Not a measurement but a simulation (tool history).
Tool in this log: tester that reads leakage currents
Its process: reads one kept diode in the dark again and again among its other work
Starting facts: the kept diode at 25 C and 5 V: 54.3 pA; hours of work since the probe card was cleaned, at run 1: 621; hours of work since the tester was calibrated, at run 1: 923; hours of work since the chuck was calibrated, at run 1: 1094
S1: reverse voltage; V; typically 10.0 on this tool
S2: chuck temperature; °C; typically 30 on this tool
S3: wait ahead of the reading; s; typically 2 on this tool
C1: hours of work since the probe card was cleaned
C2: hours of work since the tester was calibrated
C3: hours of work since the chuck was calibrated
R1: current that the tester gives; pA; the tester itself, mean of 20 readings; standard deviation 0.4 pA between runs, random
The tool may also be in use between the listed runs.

run	day	S1	S2	S3	C1	C2	C3	R1
1	0.000	10.0	30	2	621	923	1094	130.68
2	6.204	10.0	30	2	737	1039	1209	131.81
3	12.850	10.0	27	2	861	1163	1333	100.80
4	18.633	10.0	27	2	969	1271	1441	100.94
5	23.717	10.0	27	2	1064	1366	1536	101.05
# day 25.379: chuck's temperature calibrated
6	29.467	10.0	27	2	1170	1472	76	107.81
7	35.688	10.0	27	2	1286	1588	192	108.12
8	42.488	10.0	30	2	1412	1715	319	140.13
9	47.212	10.0	30	2	1501	1803	407	140.83
10	53.208	10.0	24	2	1613	1915	519	84.97
11	57.525	10.0	24	2	1693	1995	600	85.80
12	64.042	10.0	30	2	1815	2117	721	140.33
13	69.038	10.0	30	2	1908	2210	815	141.86
14	74.579	19.7	30	2	2011	2313	918	219.07
15	80.642	19.7	30	2	2124	2426	1031	218.17

Estimate the outcome of run 16 from the log above:
16	84.396	11.8	23	2	2194	2496	1101	?

{"run 16": {"R1": 90.37}}
With no hidden state in the tool, this same run would have given R1 75.80 pA.

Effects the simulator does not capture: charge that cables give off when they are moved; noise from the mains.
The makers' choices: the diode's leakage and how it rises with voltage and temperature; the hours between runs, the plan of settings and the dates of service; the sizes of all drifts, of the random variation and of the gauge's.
